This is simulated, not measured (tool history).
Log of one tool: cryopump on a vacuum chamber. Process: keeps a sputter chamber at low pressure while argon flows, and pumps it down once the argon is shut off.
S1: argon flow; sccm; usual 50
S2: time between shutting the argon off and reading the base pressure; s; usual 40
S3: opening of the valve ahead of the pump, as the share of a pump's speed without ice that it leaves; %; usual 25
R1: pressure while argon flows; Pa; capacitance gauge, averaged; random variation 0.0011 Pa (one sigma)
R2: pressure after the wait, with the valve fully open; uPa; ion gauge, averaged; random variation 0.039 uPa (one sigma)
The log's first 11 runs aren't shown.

| run | day | S1 | S2 | S3 | R1 | R2 |
|---|---|---|---|---|---|---|
| 12 | 6.838 | 50 | 40 | 35 | 0.187 | 2.88 |
| 13 | 7.204 | 50 | 40 | 35 | 0.1886 | 2.95 |
| 14 | 7.95 | 50 | 40 | 35 | 0.1898 | 2.94 |
| 15 | 8.446 | 50 | 40 | 35 | 0.1886 | 2.87 |
| 16 | 9.238 | 42 | 115 | 38 | 0.1479 | 1.65 |
| 17 | 9.85 | 42 | 115 | 38 | 0.1495 | 1.64 |
| 18 | 10.292 | 42 | 115 | 31 | 0.18 | 1.66 |
| 19 | 11.075 | 50 | 146 | 18 | 0.3511 | 1.47 |
| 20 | 11.458 | 50 | 146 | 18 | 0.3504 | 1.52 |
| 21 | 11.962 | 50 | 146 | 18 | 0.3528 | 1.51 |
| 22 | 12.496 | 50 | 106 | 18 | 0.3539 | 1.79 |
| 23 | 12.854 | 50 | 106 | 18 | 0.3542 | 1.75 |
| 24 | 13.425 | 33 | 207 | 17 | 0.246 | 1.42 |
| 25 | 13.85 | 21 | 40 | 25 | 0.1111 | 3.03 |
| 26 | 14.329 | 21 | 43 | 18 | 0.1485 | 2.9 |
| 27 | 14.838 | 31 | 40 | 50 | 0.0914 | 3.07 |
| 28 | 15.646 | 24 | 40 | 25 | 0.1276 | 3.07 |
| 29 | 16.1 | 35 | 23 | 46 | 0.1115 | 4.45 |
|  | 16.962 | pump warmed up, emptied and cooled again |
| 30 | 16.971 | 50 | 78 | 25 | 0.2346 | 1.76 |

3 ways to go on from here, each from the tool as it stands after run 30. What would each give?
| A | 17.454 | 25 | 35 | 59 | ? | ? |
| B | 17.454 | 28 | 114 | 26 | ? | ? |
| C | 17.454 | 40 | 185 | 18 | ? | ? |

| run | R1 | R2 |
|---|---|---|
| A | 0.0503 | 3.08 |
| B | 0.1276 | 1.34 |
| C | 0.2627 | 1.12 |
Without the tool's hidden state the same runs would have given:
| run | R1 | R2 |
|---|---|---|
| A | 0.05 | 2.58 |
| B | 0.1272 | 0.85 |
| C | 0.2621 | 0.63 |
